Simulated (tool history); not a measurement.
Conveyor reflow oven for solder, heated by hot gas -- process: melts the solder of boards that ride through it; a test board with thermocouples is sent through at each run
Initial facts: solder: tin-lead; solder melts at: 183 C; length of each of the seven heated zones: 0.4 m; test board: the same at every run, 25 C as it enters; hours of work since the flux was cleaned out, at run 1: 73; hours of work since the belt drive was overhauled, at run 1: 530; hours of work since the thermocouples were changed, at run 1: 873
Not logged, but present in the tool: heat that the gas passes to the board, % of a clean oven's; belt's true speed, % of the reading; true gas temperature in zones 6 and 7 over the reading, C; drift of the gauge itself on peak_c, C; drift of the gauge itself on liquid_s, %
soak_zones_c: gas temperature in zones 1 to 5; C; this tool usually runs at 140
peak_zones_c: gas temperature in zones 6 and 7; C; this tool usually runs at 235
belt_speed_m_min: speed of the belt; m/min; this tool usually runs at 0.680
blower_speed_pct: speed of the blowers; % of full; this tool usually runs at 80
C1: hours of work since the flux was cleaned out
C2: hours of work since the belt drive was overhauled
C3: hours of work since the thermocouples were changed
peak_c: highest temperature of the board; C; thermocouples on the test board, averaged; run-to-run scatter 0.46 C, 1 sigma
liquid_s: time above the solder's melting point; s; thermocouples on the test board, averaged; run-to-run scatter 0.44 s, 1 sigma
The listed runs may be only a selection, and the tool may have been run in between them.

run 1 hour=0.0 | soak_zones_c=140 peak_zones_c=235 belt_speed_m_min=0.680 blower_speed_pct=80 | C1=73 C2=530 C3=873 | peak_c=221.2 liquid_s=57.0
run 2 hour=15.3 | soak_zones_c=140 peak_zones_c=235 belt_speed_m_min=0.680 blower_speed_pct=80 | C1=84 C2=541 C3=884 | peak_c=221.2 liquid_s=56.7
run 3 hour=37.6 | soak_zones_c=140 peak_zones_c=235 belt_speed_m_min=0.680 blower_speed_pct=80 | C1=100 C2=557 C3=899 | peak_c=221.2 liquid_s=56.9
run 4 hour=51.1 | soak_zones_c=140 peak_zones_c=235 belt_speed_m_min=0.680 blower_speed_pct=80 | C1=109 C2=566 C3=909 | peak_c=222.2 liquid_s=56.3
run 5 hour=62.8 | soak_zones_c=140 peak_zones_c=235 belt_speed_m_min=0.680 blower_speed_pct=80 | C1=118 C2=574 C3=917 | peak_c=221.2 liquid_s=56.5
run 6 hour=84.9 | soak_zones_c=140 peak_zones_c=235 belt_speed_m_min=0.680 blower_speed_pct=80 | C1=133 C2=590 C3=933 | peak_c=221.5 liquid_s=56.4
run 7 hour=102.8 | soak_zones_c=140 peak_zones_c=235 belt_speed_m_min=0.680 blower_speed_pct=75 | C1=146 C2=603 C3=946 | peak_c=220.3 liquid_s=55.9
-- hour=108.3 belt drive overhauled, speed set with a stopwatch
run 8 hour=116.8 | soak_zones_c=140 peak_zones_c=235 belt_speed_m_min=0.680 blower_speed_pct=75 | C1=153 C2=6 C3=953 | peak_c=220.8 liquid_s=55.7
run 9 hour=133.1 | soak_zones_c=140 peak_zones_c=235 belt_speed_m_min=0.680 blower_speed_pct=75 | C1=165 C2=18 C3=965 | peak_c=219.3 liquid_s=55.8
run 10 hour=143.3 | soak_zones_c=140 peak_zones_c=235 belt_speed_m_min=0.680 blower_speed_pct=80 | C1=172 C2=25 C3=972 | peak_c=221.5 liquid_s=56.9
run 11 hour=157.2 | soak_zones_c=140 peak_zones_c=235 belt_speed_m_min=0.680 blower_speed_pct=80 | C1=182 C2=35 C3=982 | peak_c=220.7 liquid_s=57.6
run 12 hour=167.9 | soak_zones_c=140 peak_zones_c=235 belt_speed_m_min=0.554 blower_speed_pct=80 | C1=190 C2=43 C3=989 | peak_c=227.7 liquid_s=74.9
-- hour=185.0 belt drive overhauled, speed set with a stopwatch, once more
run 13 hour=185.2 | soak_zones_c=140 peak_zones_c=235 belt_speed_m_min=0.719 blower_speed_pct=80 | C1=199 C2=0 C3=999 | peak_c=219.4 liquid_s=51.7
run 14 hour=194.3 | soak_zones_c=140 peak_zones_c=235 belt_speed_m_min=0.719 blower_speed_pct=80 | C1=206 C2=7 C3=1005 | peak_c=219.1 liquid_s=51.4
-- hour=211.3 flux residue cleaned out of gas plates and filters
run 15 hour=211.3 | soak_zones_c=147 peak_zones_c=239 belt_speed_m_min=0.628 blower_speed_pct=60 | C1=0 C2=15 C3=1014 | peak_c=224.4 liquid_s=65.3
run 16 hour=232.2 | soak_zones_c=147 peak_zones_c=239 belt_speed_m_min=0.628 blower_speed_pct=60 | C1=15 C2=30 C3=1029 | peak_c=223.8 liquid_s=64.9
run 17 hour=242.2 | soak_zones_c=135 peak_zones_c=227 belt_speed_m_min=0.628 blower_speed_pct=60 | C1=22 C2=37 C3=1036 | peak_c=211.3 liquid_s=50.4
run 18 hour=254.4 | soak_zones_c=135 peak_zones_c=227 belt_speed_m_min=0.628 blower_speed_pct=60 | C1=31 C2=46 C3=1045 | peak_c=210.9 liquid_s=50.5
run 19 hour=273.9 | soak_zones_c=135 peak_zones_c=230 belt_speed_m_min=0.685 blower_speed_pct=70 | C1=45 C2=60 C3=1059 | peak_c=213.8 liquid_s=48.9
run 20 hour=286.6 | soak_zones_c=150 peak_zones_c=235 belt_speed_m_min=0.659 blower_speed_pct=80 | C1=54 C2=69 C3=1068 | peak_c=225.2 liquid_s=64.2
run 21 hour=308.5 | soak_zones_c=150 peak_zones_c=235 belt_speed_m_min=0.659 blower_speed_pct=80 | C1=69 C2=84 C3=1083 | peak_c=225.4 liquid_s=64.1
run 22 hour=324.2 | soak_zones_c=137 peak_zones_c=235 belt_speed_m_min=0.680 blower_speed_pct=80 | C1=80 C2=96 C3=1094 | peak_c=222.3 liquid_s=54.8
run 23 hour=344.0 | soak_zones_c=137 peak_zones_c=239 belt_speed_m_min=0.680 blower_speed_pct=51 | C1=95 C2=110 C3=1109 | peak_c=214.0 liquid_s=49.4

Branching from run 23: 3 alternative next runs. What would each branch give?
run A hour=359.2 | soak_zones_c=140 peak_zones_c=234 belt_speed_m_min=0.680 blower_speed_pct=80 | C1=105 C2=121 C3=1119 | peak_c=? liquid_s=?
run B hour=359.2 | soak_zones_c=132 peak_zones_c=243 belt_speed_m_min=0.680 blower_speed_pct=65 | C1=105 C2=121 C3=1119 | peak_c=? liquid_s=?
run C hour=359.2 | soak_zones_c=137 peak_zones_c=233 belt_speed_m_min=0.758 blower_speed_pct=66 | C1=105 C2=121 C3=1119 | peak_c=? liquid_s=?

run=A peak_c=221.2 liquid_s=55.5
run=B peak_c=224.0 liquid_s=54.1
run=C peak_c=210.9 liquid_s=41.2
Without the tool's unlogged condition, the same runs would have read:
run=A peak_c=218.0 liquid_s=53.5
run=B peak_c=221.0 liquid_s=52.0
run=C peak_c=208.1 liquid_s=38.8
